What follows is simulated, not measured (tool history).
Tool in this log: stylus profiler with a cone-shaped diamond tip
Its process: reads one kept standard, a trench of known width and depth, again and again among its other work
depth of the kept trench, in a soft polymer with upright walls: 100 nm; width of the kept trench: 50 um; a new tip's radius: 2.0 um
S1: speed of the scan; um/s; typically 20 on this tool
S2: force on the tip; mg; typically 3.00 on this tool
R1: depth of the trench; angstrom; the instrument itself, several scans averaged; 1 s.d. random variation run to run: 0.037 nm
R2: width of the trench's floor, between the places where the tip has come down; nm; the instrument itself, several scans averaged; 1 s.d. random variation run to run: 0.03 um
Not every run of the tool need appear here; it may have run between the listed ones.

run 1 hour=0.0 | S1=20 S2=3.00 | R1=1010.3 R2=48640
run 2 hour=78.8 | S1=20 S2=3.00 | R1=1010.6 R2=48600
run 3 hour=167.8 | S1=20 S2=3.00 | R1=1011.0 R2=48640
run 4 hour=282.5 | S1=20 S2=3.00 | R1=1010.2 R2=48600
run 5 hour=373.2 | S1=20 S2=3.00 | R1=1010.4 R2=48600
run 6 hour=455.0 | S1=13 S2=3.00 | R1=1010.4 R2=48670
run 7 hour=513.3 | S1=20 S2=1.54 | R1=1006.2 R2=48530
run 8 hour=641.1 | S1=20 S2=1.54 | R1=1007.5 R2=48580
-- hour=687.9 new tip fitted, height scale calibrated
run 9 hour=747.9 | S1=20 S2=1.54 | R1=1006.7 R2=48570
run 10 hour=818.7 | S1=20 S2=1.54 | R1=1006.7 R2=48560
run 11 hour=956.6 | S1=20 S2=1.54 | R1=1006.7 R2=48570
run 12 hour=1059.9 | S1=20 S2=3.00 | R1=1010.1 R2=48640
run 13 hour=1163.7 | S1=20 S2=8.73 | R1=1021.3 R2=48710
run 14 hour=1230.5 | S1=20 S2=8.73 | R1=1021.4 R2=48640
run 15 hour=1309.9 | S1=20 S2=8.73 | R1=1020.9 R2=48700
run 16 hour=1437.4 | S1=7 S2=1.86 | R1=1007.1 R2=48740
run 17 hour=1519.0 | S1=37 S2=1.44 | R1=1007.1 R2=48430
run 18 hour=1641.1 | S1=37 S2=1.44 | R1=1006.5 R2=48390
run 19 hour=1754.8 | S1=50 S2=1.02 | R1=1005.4 R2=48240
run 20 hour=1846.6 | S1=10 S2=1.85 | R1=1008.0 R2=48700
run 21 hour=1942.9 | S1=10 S2=1.85 | R1=1007.8 R2=48690
run 22 hour=2019.0 | S1=14 S2=1.91 | R1=1007.2 R2=48650
run 23 hour=2155.9 | S1=36 S2=4.36 | R1=1013.3 R2=48580
run 24 hour=2271.6 | S1=12 S2=4.36 | R1=1013.3 R2=48730
run 25 hour=2351.4 | S1=18 S2=4.00 | R1=1012.8 R2=48560
run 26 hour=2416.1 | S1=8 S2=1.08 | R1=1005.8 R2=48620

Run 27 has not been measured yet. What should we expect?
run 27 hour=2475.1 | S1=8 S2=1.08 | R1=? R2=?

Run 27 produced R1 1005.4 angstrom, R2 48640 nm.
With the hidden condition absent and the run-to-run variation left alone, this run would have shown R1 1005.3 angstrom, R2 48650 nm.
